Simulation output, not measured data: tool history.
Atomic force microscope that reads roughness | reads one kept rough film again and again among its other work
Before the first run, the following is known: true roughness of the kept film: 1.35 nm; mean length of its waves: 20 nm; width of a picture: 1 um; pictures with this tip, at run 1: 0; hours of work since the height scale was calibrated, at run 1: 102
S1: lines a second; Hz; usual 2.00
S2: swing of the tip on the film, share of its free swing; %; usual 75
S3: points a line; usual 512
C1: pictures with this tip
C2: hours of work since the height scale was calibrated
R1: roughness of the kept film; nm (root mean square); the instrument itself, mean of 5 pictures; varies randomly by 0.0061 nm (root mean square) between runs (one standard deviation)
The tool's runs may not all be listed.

run     day    S1  S2   S3   C1   C2     R1
  1   0.000  2.00  75  512    0  102  1.156
  2   1.104  2.00  75  512   39  116  1.143
  3   1.983  2.00  75  512   69  127  1.127
  4   2.588  2.00  75  512   90  134  1.101
  5   3.471  2.00  75  767  121  145  1.090
  6   4.142  2.00  75  767  144  153  1.091
  7   4.854  2.00  75  767  168  162  1.082
  8   5.754  2.00  75  767  200  173  1.057
      6.504  -- new tip fitted
  9   7.096  2.00  75  482   20  189  1.154
 10   8.288  2.00  75  275   62  204  1.105
 11   9.246  2.00  75  512   95  216  1.115
 12  10.354  2.00  75  512  133  229  1.092
 13  10.996  1.85  75  411  156  237  1.076
 14  11.983  3.18  75  299  190  250  0.997
 15  12.788  1.70  85  950  218  259  1.016
     13.017  -- new tip fitted
 16  13.571  1.70  85  950   19  269  1.117
 17  14.592  2.00  71  301   54  281  1.126

What does the tool deliver on the next run?
     14.712  -- height scale calibrated on a step standard
 18  15.679  2.00  60  391  91  12   ?

Logged for run 18: R1 1.163 nm (root mean square).
Take away the tool's hidden state, keep the run-to-run variation as it was, and the same run would have given R1 1.218 nm (root mean square).

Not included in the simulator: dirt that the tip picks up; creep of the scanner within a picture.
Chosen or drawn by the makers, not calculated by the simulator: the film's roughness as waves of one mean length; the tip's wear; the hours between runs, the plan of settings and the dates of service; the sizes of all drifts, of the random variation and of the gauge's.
